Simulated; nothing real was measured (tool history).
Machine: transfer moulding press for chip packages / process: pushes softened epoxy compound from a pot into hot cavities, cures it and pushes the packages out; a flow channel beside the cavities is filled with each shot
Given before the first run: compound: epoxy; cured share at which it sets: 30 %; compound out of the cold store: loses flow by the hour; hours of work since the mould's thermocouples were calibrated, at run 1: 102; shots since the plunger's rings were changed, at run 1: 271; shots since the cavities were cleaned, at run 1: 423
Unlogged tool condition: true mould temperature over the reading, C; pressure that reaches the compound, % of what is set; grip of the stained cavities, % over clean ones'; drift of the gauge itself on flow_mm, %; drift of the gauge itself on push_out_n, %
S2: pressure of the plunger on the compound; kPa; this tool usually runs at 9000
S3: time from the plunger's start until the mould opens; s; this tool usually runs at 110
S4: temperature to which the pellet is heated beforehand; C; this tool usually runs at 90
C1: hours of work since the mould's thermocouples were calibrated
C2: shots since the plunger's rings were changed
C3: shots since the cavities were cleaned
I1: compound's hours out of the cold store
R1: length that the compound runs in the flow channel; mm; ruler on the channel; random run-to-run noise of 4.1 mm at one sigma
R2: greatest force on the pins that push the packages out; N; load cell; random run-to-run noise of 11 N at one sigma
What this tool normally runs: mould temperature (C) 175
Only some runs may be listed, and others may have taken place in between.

{"run": 1, "hour": 0.0, "mould temperature (C)": 175, "S2": 9000, "S3": 110, "S4": 90, "C1": 102, "C2": 271, "C3": 423, "I1": 16.0, "R1": 771, "R2": 764}
{"hour": 18.3, "done": "cavities cleaned with cleaning compound and waxed"}
{"run": 2, "hour": 22.9, "mould temperature (C)": 175, "S2": 9000, "S3": 110, "S4": 90, "C1": 117, "C2": 530, "C3": 56, "I1": 27.0, "R1": 712, "R2": 550}
{"run": 3, "hour": 34.9, "mould temperature (C)": 175, "S2": 9000, "S3": 110, "S4": 90, "C1": 125, "C2": 675, "C3": 201, "I1": 39.6, "R1": 651, "R2": 613}
{"run": 4, "hour": 52.4, "mould temperature (C)": 175, "S2": 9000, "S3": 110, "S4": 90, "C1": 137, "C2": 887, "C3": 413, "I1": 15.8, "R1": 774, "R2": 745}
{"hour": 72.6, "done": "cavities cleaned with cleaning compound and waxed"}
{"run": 5, "hour": 78.9, "mould temperature (C)": 175, "S2": 9000, "S3": 110, "S4": 90, "C1": 155, "C2": 1190, "C3": 77, "I1": 30.1, "R1": 688, "R2": 556}
{"run": 6, "hour": 100.4, "mould temperature (C)": 175, "S2": 7380, "S3": 110, "S4": 90, "C1": 169, "C2": 1450, "C3": 337, "I1": 36.3, "R1": 606, "R2": 683}
{"hour": 125.4, "done": "cavities cleaned with cleaning compound and waxed"}
{"run": 7, "hour": 129.7, "mould temperature (C)": 175, "S2": 7380, "S3": 110, "S4": 90, "C1": 189, "C2": 1786, "C3": 51, "I1": 40.2, "R1": 585, "R2": 512}
{"run": 8, "hour": 155.2, "mould temperature (C)": 175, "S2": 7380, "S3": 110, "S4": 90, "C1": 206, "C2": 2095, "C3": 360, "I1": 21.0, "R1": 671, "R2": 702}
{"run": 9, "hour": 171.7, "mould temperature (C)": 175, "S2": 7380, "S3": 110, "S4": 90, "C1": 217, "C2": 2295, "C3": 560, "I1": 11.1, "R1": 710, "R2": 777}
{"hour": 178.5, "done": "cavities cleaned with cleaning compound and waxed"}
{"run": 10, "hour": 191.9, "mould temperature (C)": 175, "S2": 9000, "S3": 110, "S4": 90, "C1": 230, "C2": 2521, "C3": 162, "I1": 14.2, "R1": 778, "R2": 613}
{"run": 11, "hour": 219.9, "mould temperature (C)": 181, "S2": 7830, "S3": 125, "S4": 92, "C1": 250, "C2": 2860, "C3": 501, "I1": 42.2, "R1": 574, "R2": 665}
{"hour": 231.6, "done": "cavities cleaned with cleaning compound and waxed"}
{"run": 12, "hour": 246.7, "mould temperature (C)": 172, "S2": 8370, "S3": 118, "S4": 87, "C1": 267, "C2": 3166, "C3": 182, "I1": 18.1, "R1": 717, "R2": 647}
{"run": 13, "hour": 272.1, "mould temperature (C)": 172, "S2": 8370, "S3": 118, "S4": 87, "C1": 284, "C2": 3474, "C3": 490, "I1": 34.6, "R1": 650, "R2": 779}
{"hour": 284.8, "done": "cavities cleaned with cleaning compound and waxed"}
{"run": 14, "hour": 290.7, "mould temperature (C)": 173, "S2": 10410, "S3": 95, "S4": 86, "C1": 296, "C2": 3681, "C3": 71, "I1": 24.4, "R1": 767, "R2": 737}
{"run": 15, "hour": 304.4, "mould temperature (C)": 173, "S2": 10410, "S3": 95, "S4": 86, "C1": 306, "C2": 3846, "C3": 236, "I1": 8.3, "R1": 857, "R2": 980}
{"run": 16, "hour": 316.1, "mould temperature (C)": 168, "S2": 9710, "S3": 140, "S4": 98, "C1": 314, "C2": 3988, "C3": 378, "I1": 32.9, "R1": 713, "R2": 696}
{"run": 17, "hour": 333.9, "mould temperature (C)": 173, "S2": 9000, "S3": 110, "S4": 90, "C1": 326, "C2": 4203, "C3": 593, "I1": 38.2, "R1": 644, "R2": 794}
{"hour": 337.4, "done": "cavities cleaned with cleaning compound and waxed"}
{"run": 18, "hour": 351.2, "mould temperature (C)": 173, "S2": 9000, "S3": 110, "S4": 90, "C1": 337, "C2": 4395, "C3": 167, "I1": 30.0, "R1": 679, "R2": 677}
{"run": 19, "hour": 366.2, "mould temperature (C)": 175, "S2": 10690, "S3": 110, "S4": 90, "C1": 347, "C2": 4577, "C3": 349, "I1": 19.0, "R1": 789, "R2": 687}
{"hour": 390.6, "done": "cavities cleaned with cleaning compound and waxed"}
{"run": 20, "hour": 392.7, "mould temperature (C)": 175, "S2": 10690, "S3": 110, "S4": 90, "C1": 364, "C2": 4880, "C3": 26, "I1": 45.6, "R1": 660, "R2": 487}

4 ways to go on from here, each from the tool as it stands after run 20. What would each give?
{"hour": 396.7, "done": "plunger's sealing rings changed"}
{"run": "A", "hour": 415.8, "mould temperature (C)": 175, "S2": 7320, "S3": 136, "S4": 92, "C1": 379, "C2": 232, "C3": 275, "I1": 46.9, "R1": "?", "R2": "?"}
{"hour": 396.7, "done": "plunger's sealing rings changed"}
{"run": "B", "hour": 415.8, "mould temperature (C)": 181, "S2": 9000, "S3": 110, "S4": 90, "C1": 379, "C2": 232, "C3": 275, "I1": 21.9, "R1": "?", "R2": "?"}
{"hour": 396.7, "done": "plunger's sealing rings changed"}
{"run": "C", "hour": 415.8, "mould temperature (C)": 170, "S2": 7030, "S3": 142, "S4": 90, "C1": 379, "C2": 232, "C3": 275, "I1": 36.3, "R1": "?", "R2": "?"}
{"hour": 396.7, "done": "plunger's sealing rings changed"}
{"run": "D", "hour": 415.8, "mould temperature (C)": 174, "S2": 8600, "S3": 110, "S4": 90, "C1": 379, "C2": 232, "C3": 275, "I1": 10.6, "R1": "?", "R2": "?"}

run=A R1=560 R2=584
run=B R1=728 R2=594
run=C R1=600 R2=627
run=D R1=784 R2=690
With the hidden condition removed and each run's random variation left untouched, the same runs would have given:
run=A R1=562 R2=438
run=B R1=731 R2=445
run=C R1=603 R2=475
run=D R1=787 R2=528
